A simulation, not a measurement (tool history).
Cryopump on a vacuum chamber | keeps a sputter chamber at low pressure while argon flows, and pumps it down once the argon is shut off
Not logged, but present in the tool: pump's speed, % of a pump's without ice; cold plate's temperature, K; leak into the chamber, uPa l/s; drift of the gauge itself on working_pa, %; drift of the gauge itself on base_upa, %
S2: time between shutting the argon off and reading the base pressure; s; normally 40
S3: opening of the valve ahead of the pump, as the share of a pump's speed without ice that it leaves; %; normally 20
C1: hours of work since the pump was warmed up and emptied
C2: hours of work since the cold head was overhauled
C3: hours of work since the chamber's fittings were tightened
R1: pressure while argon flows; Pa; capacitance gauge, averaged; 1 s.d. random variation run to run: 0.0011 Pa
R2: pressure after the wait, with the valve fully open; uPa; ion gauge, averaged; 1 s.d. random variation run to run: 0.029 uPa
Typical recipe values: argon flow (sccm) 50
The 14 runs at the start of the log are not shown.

Run 15, hour 167.2: usual settings; C1 254; C2 254; C3 1527. Result: R1 0.2496 Pa, R2 3.23 uPa.
Run 16, hour 175.5: usual settings; C1 257; C2 257; C3 1531. Result: R1 0.2517 Pa, R2 3.15 uPa.
Run 17, hour 190: usual settings; C1 264; C2 264; C3 1537. Result: R1 0.2516 Pa, R2 3.32 uPa.
Run 18, hour 203.7: usual settings but S3 23 %; C1 270; C2 270; C3 1543. Result: R1 0.2186 Pa, R2 3.25 uPa.
Run 19, hour 215.9: usual settings but argon flow (sccm) 40, S3 23 %; C1 275; C2 275; C3 1549. Result: R1 0.1759 Pa, R2 3.29 uPa.
Run 20, hour 229.8: usual settings but argon flow (sccm) 45, S2 26 s; C1 281; C2 281; C3 1555. Result: R1 0.2252 Pa, R2 4.01 uPa.
Run 21, hour 242.3: usual settings but S2 49 s, S3 46 %; C1 287; C2 287; C3 1561. Result: R1 0.1108 Pa, R2 3.09 uPa.
Run 22, hour 251.1: usual settings but S3 45 %; C1 291; C2 291; C3 1564. Result: R1 0.1137 Pa, R2 3.35 uPa.
Run 23, hour 259.7: usual settings but argon flow (sccm) 84, S2 50 s, S3 18 %; C1 295; C2 295; C3 1568. Result: R1 0.4716 Pa, R2 3.18 uPa.
Run 24, hour 268.4: usual settings but argon flow (sccm) 72, S2 162 s, S3 27 %; C1 299; C2 299; C3 1572. Result: R1 0.269 Pa, R2 2.4 uPa.
Run 25, hour 278.3: usual settings but argon flow (sccm) 72, S2 162 s, S3 27 %; C1 303; C2 303; C3 1577. Result: R1 0.2672 Pa, R2 2.41 uPa.
Run 26, hour 289.7: usual settings but argon flow (sccm) 53, S3 16 %; C1 308; C2 308; C3 1582. Result: R1 0.3323 Pa, R2 3.34 uPa.
Run 27, hour 300.5: usual settings but S3 23 %; C1 313; C2 313; C3 1586. Result: R1 0.2191 Pa, R2 3.25 uPa.
Run 28, hour 308.8: usual settings but S3 23 %; C1 317; C2 317; C3 1590. Result: R1 0.2203 Pa, R2 3.36 uPa.
Run 29, hour 321.1: usual settings but argon flow (sccm) 90, S3 30 %; C1 322; C2 322; C3 1596. Result: R1 0.3038 Pa, R2 3.37 uPa.
Run 30, hour 331.2: usual settings but S2 87 s; C1 327; C2 327; C3 1600. Result: R1 0.252 Pa, R2 2.71 uPa.
Run 31, hour 340.1: usual settings but argon flow (sccm) 66; C1 331; C2 331; C3 1604. Result: R1 0.3322 Pa, R2 3.49 uPa.
Run 32, hour 347.2: usual settings but S2 83 s; C1 334; C2 334; C3 1607. Result: R1 0.2514 Pa, R2 2.83 uPa.
Run 33, hour 356.3: usual settings but argon flow (sccm) 27, S2 65 s, S3 29 %; C1 338; C2 338; C3 1611. Result: R1 0.0941 Pa, R2 2.9 uPa.
Run 34, hour 364.9: usual settings but argon flow (sccm) 27, S2 65 s, S3 29 %; C1 342; C2 342; C3 1615. Result: R1 0.0953 Pa, R2 2.97 uPa.

Consider 3 possible next runs. They are alternatives, not a sequence: every one starts from the tool as it was left by run 34. What does each give?
Run A, hour 379.5: usual settings but argon flow (sccm) 20, S2 65 s, S3 22 %; C1 348; C2 348; C3 1622. Result: R1 ?, R2 ?.
Run B, hour 379.5: usual settings but argon flow (sccm) 22, S2 208 s, S3 29 %; C1 348; C2 348; C3 1622. Result: R1 ?, R2 ?.
Run C, hour 379.5: usual settings but argon flow (sccm) 23, S2 21 s, S3 16 %; C1 348; C2 348; C3 1622. Result: R1 ?, R2 ?.

run      R1    R2
  A  0.0923  2.94
  B  0.0763  2.46
  C  0.1453  4.56
With no hidden state in the tool, these same runs would have given:
run      R1    R2
  A  0.0904  0.92
  B  0.0742  0.43
  C  0.1431  2.53
